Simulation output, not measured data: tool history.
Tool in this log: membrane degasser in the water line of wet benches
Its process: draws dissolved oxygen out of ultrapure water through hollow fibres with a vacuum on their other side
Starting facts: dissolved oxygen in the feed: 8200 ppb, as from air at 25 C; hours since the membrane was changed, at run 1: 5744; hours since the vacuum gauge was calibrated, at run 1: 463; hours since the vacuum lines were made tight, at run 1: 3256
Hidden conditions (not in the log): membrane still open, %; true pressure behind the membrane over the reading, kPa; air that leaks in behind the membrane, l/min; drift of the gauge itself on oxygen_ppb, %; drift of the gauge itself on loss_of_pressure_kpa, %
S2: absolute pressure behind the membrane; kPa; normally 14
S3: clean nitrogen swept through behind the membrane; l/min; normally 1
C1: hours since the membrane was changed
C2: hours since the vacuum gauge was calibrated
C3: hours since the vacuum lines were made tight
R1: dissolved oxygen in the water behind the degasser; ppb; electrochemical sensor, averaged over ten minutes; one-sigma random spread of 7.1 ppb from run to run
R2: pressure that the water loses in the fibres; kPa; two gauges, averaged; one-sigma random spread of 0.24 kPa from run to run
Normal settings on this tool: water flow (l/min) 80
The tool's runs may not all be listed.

Run 1, day 0: usual settings; C1 5744; C2 463; C3 3256. Result: R1 1289.4 ppb, R2 69.76 kPa.
Run 2, day 6.129: usual settings; C1 5892; C2 610; C3 3403. Result: R1 1304 ppb, R2 69.85 kPa.
Run 3, day 10.254: usual settings; C1 5991; C2 709; C3 3502. Result: R1 1291 ppb, R2 69.98 kPa.
Run 4, day 16.146: usual settings; C1 6132; C2 850; C3 3644. Result: R1 1297.8 ppb, R2 70.09 kPa.
Run 5, day 25.258: usual settings but water flow (l/min) 97; C1 6351; C2 1069; C3 3862. Result: R1 1480.5 ppb, R2 85.03 kPa.
Run 6, day 33.583: usual settings but water flow (l/min) 97; C1 6550; C2 1269; C3 4062. Result: R1 1483.2 ppb, R2 85.92 kPa.
Run 7, day 43.521: usual settings but water flow (l/min) 97; C1 6789; C2 1507; C3 4301. Result: R1 1480.9 ppb, R2 86.21 kPa.
Run 8, day 50.646: usual settings but water flow (l/min) 97; C1 6960; C2 1678; C3 4472. Result: R1 1485.2 ppb, R2 86.95 kPa.
Run 9, day 59.525: usual settings but water flow (l/min) 97; C1 7173; C2 1891; C3 4685. Result: R1 1477.3 ppb, R2 86.81 kPa.
Run 10, day 65.833: usual settings but water flow (l/min) 97; C1 7325; C2 2043; C3 4836. Result: R1 1480.8 ppb, R2 86.66 kPa.
At day 66.35: vacuum gauge calibrated.
Run 11, day 72.5: usual settings; C1 7484; C2 148; C3 4996. Result: R1 1303.2 ppb, R2 72.45 kPa.
Run 12, day 79.662: usual settings; C1 7656; C2 319; C3 5168. Result: R1 1320.9 ppb, R2 72.7 kPa.
At day 87.296: seals of the vacuum lines changed.
Run 13, day 89.562: usual settings but S2 19.7 kPa; C1 7891; C2 555; C3 54. Result: R1 1904.3 ppb, R2 72.33 kPa.
Run 14, day 96.112: usual settings but S2 19.7 kPa; C1 8049; C2 712; C3 212. Result: R1 1879 ppb, R2 72.59 kPa.
At day 103.867: membrane cartridge changed.
Run 15, day 105.008: usual settings but S2 19.7 kPa; C1 27; C2 922; C3 421. Result: R1 1870.6 ppb, R2 63.96 kPa.
Run 16, day 112.883: usual settings but S2 19.7 kPa; C1 216; C2 1111; C3 610. Result: R1 1879.1 ppb, R2 63.08 kPa.

What does the tool deliver on the next run?
At day 118.004: vacuum gauge calibrated, once more.
Run 17, day 120.271: usual settings but S2 19.7 kPa; C1 393; C2 54; C3 787. Result: R1 ?, R2 ?.

{"run 17": {"R1": 1875.1, "R2": 63.51}}
The same run, on a tool lacking any hidden state, would have yielded R1 1871.2 ppb, R2 63.11 kPa.

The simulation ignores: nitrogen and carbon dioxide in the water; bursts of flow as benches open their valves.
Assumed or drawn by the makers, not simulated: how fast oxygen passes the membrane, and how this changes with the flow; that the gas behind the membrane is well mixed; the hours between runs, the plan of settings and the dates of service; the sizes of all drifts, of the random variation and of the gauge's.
